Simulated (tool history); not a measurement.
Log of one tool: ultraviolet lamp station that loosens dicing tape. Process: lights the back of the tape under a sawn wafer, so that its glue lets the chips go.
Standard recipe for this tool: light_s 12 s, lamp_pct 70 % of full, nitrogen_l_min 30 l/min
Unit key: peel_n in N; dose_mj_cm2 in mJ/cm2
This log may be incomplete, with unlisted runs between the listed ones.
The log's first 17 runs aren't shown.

| run | hour | light_s | lamp_pct | nitrogen_l_min | peel_n | dose_mj_cm2 |
|---|---|---|---|---|---|---|
| 18 | 771.1 | 12 | 66 | 28 | 1.689 | 131 |
| 19 | 803.2 | 13 | 70 | 30 | 1.338 | 144 |
| 20 | 830.6 | 9 | 62 | 17 | 2.996 | 93 |
| 21 | 861.2 | 7 | 64 | 50 | 2.669 | 72 |
| 22 | 888.4 | 7 | 64 | 50 | 2.733 | 71 |
| 23 | 932.8 | 14 | 63 | 46 | 1.236 | 136 |
| 24 | 985.6 | 6 | 98 | 30 | 2.464 | 89 |
| 25 | 1015.7 | 8 | 76 | 31 | 2.409 | 91 |
| 26 | 1043.0 | 16 | 70 | 30 | 1.059 | 167 |
| 27 | 1104.3 | 15 | 78 | 39 | 0.871 | 174 |
| 28 | 1161.6 | 15 | 78 | 39 | 0.881 | 163 |
| 29 | 1222.6 | 12 | 95 | 12 | 1.897 | 163 |
| 30 | 1258.4 | 12 | 95 | 12 | 1.953 | 162 |
| 31 | 1293.1 | 9 | 67 | 9 | 3.821 | 81 |
| 32 | 1319.7 | 12 | 66 | 10 | 2.963 | 112 |
|  | 1346.5 | window cleaned of glue's vapour |
| 33 | 1358.5 | 15 | 64 | 10 | 2.329 | 147 |
| 34 | 1396.4 | 15 | 64 | 10 | 2.507 | 141 |
| 35 | 1425.5 | 18 | 67 | 29 | 0.999 | 179 |
| 36 | 1474.9 | 9 | 73 | 32 | 2.293 | 97 |
| 37 | 1516.5 | 9 | 73 | 32 | 2.260 | 93 |
| 38 | 1562.7 | 9 | 73 | 32 | 2.360 | 93 |

Each row is a separate what-if for the run after 38, all from the same tool condition, not one after another. Results?
| A | 1612.5 | 8 | 88 | 9 | ? | ? |
| B | 1612.5 | 12 | 94 | 30 | ? | ? |
| C | 1612.5 | 12 | 78 | 24 | ? | ? |

| run | peel_n | dose_mj_cm2 |
|---|---|---|
| A | 3.444 | 96 |
| B | 1.197 | 160 |
| C | 1.784 | 131 |
Take away the tool's hidden state, keep each run's random variation, and the runs would have read:
| run | peel_n | dose_mj_cm2 |
|---|---|---|
| A | 2.183 | 161 |
| B | 0.422 | 264 |
| C | 0.770 | 218 |
